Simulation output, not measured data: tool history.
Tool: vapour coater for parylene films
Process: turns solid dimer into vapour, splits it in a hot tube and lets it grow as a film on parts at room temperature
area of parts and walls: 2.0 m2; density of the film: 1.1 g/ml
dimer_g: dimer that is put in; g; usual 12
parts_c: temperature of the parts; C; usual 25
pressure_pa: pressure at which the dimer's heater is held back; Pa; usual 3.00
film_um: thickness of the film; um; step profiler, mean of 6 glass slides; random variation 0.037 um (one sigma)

{"run": 1, "day": 0.0, "dimer_g": 12, "parts_c": 25, "pressure_pa": 3.0, "film_um": 3.76}
{"run": 2, "day": 0.575, "dimer_g": 10, "parts_c": 25, "pressure_pa": 3.0, "film_um": 3.07}
{"run": 3, "day": 1.467, "dimer_g": 10, "parts_c": 25, "pressure_pa": 3.0, "film_um": 3.06}
{"day": 2.388, "done": "trap's valve overhauled"}
{"run": 4, "day": 2.421, "dimer_g": 10, "parts_c": 25, "pressure_pa": 3.0, "film_um": 3.08}
{"run": 5, "day": 3.146, "dimer_g": 10, "parts_c": 25, "pressure_pa": 3.0, "film_um": 3.04}
{"run": 6, "day": 3.804, "dimer_g": 10, "parts_c": 25, "pressure_pa": 3.0, "film_um": 3.03}
{"day": 4.562, "done": "trap's valve overhauled, once more"}
{"run": 7, "day": 4.838, "dimer_g": 10, "parts_c": 25, "pressure_pa": 3.0, "film_um": 3.39}
{"run": 8, "day": 5.383, "dimer_g": 12, "parts_c": 25, "pressure_pa": 3.0, "film_um": 4.04}
{"run": 9, "day": 6.217, "dimer_g": 12, "parts_c": 25, "pressure_pa": 8.46, "film_um": 3.79}
{"run": 10, "day": 7.425, "dimer_g": 12, "parts_c": 25, "pressure_pa": 3.0, "film_um": 3.94}
{"run": 11, "day": 8.167, "dimer_g": 12, "parts_c": 25, "pressure_pa": 3.0, "film_um": 3.9}
{"run": 12, "day": 8.938, "dimer_g": 12, "parts_c": 25, "pressure_pa": 8.57, "film_um": 3.6}
{"run": 13, "day": 9.775, "dimer_g": 12, "parts_c": 25, "pressure_pa": 8.57, "film_um": 3.67}
{"run": 14, "day": 10.596, "dimer_g": 12, "parts_c": 25, "pressure_pa": 2.46, "film_um": 3.99}
{"run": 15, "day": 11.112, "dimer_g": 12, "parts_c": 25, "pressure_pa": 2.89, "film_um": 3.87}
{"run": 16, "day": 12.292, "dimer_g": 21, "parts_c": 25, "pressure_pa": 3.0, "film_um": 6.76}
{"run": 17, "day": 13.279, "dimer_g": 12, "parts_c": 27, "pressure_pa": 5.48, "film_um": 3.28}
{"run": 18, "day": 14.271, "dimer_g": 11, "parts_c": 27, "pressure_pa": 5.54, "film_um": 3.01}
{"run": 19, "day": 15.271, "dimer_g": 17, "parts_c": 27, "pressure_pa": 2.88, "film_um": 4.88}
{"run": 20, "day": 15.854, "dimer_g": 17, "parts_c": 27, "pressure_pa": 2.88, "film_um": 4.83}
{"run": 21, "day": 16.658, "dimer_g": 5, "parts_c": 19, "pressure_pa": 4.12, "film_um": 1.99}
{"run": 22, "day": 17.421, "dimer_g": 20, "parts_c": 27, "pressure_pa": 8.9, "film_um": 5.25}
{"run": 23, "day": 18.412, "dimer_g": 20, "parts_c": 27, "pressure_pa": 11.82, "film_um": 5.11}
{"day": 19.017, "done": "trap's valve overhauled"}
{"run": 24, "day": 19.1, "dimer_g": 6, "parts_c": 25, "pressure_pa": 8.05, "film_um": 1.89}
{"run": 25, "day": 20.167, "dimer_g": 15, "parts_c": 28, "pressure_pa": 3.0, "film_um": 4.27}
{"run": 26, "day": 20.704, "dimer_g": 9, "parts_c": 28, "pressure_pa": 6.03, "film_um": 2.47}
{"run": 27, "day": 21.342, "dimer_g": 20, "parts_c": 25, "pressure_pa": 5.32, "film_um": 6.38}
{"run": 28, "day": 22.558, "dimer_g": 12, "parts_c": 22, "pressure_pa": 3.0, "film_um": 4.46}
{"run": 29, "day": 23.771, "dimer_g": 9, "parts_c": 22, "pressure_pa": 3.15, "film_um": 3.3}
{"day": 24.204, "done": "table's thermometer calibrated"}
{"run": 30, "day": 24.383, "dimer_g": 9, "parts_c": 22, "pressure_pa": 3.15, "film_um": 3.46}

Forecast each of these 3 alternatives for the next run:
{"run": "A", "day": 25.329, "dimer_g": 9, "parts_c": 21, "pressure_pa": 3.15, "film_um": "?"}
{"run": "B", "day": 25.329, "dimer_g": 12, "parts_c": 26, "pressure_pa": 3.0, "film_um": "?"}
{"run": "C", "day": 25.329, "dimer_g": 10, "parts_c": 23, "pressure_pa": 3.0, "film_um": "?"}

run=A film_um=3.60
run=B film_um=3.81
run=C film_um=3.67
Without the tool's hidden state the same runs would have given:
run=A film_um=3.73
run=B film_um=3.94
run=C film_um=3.80
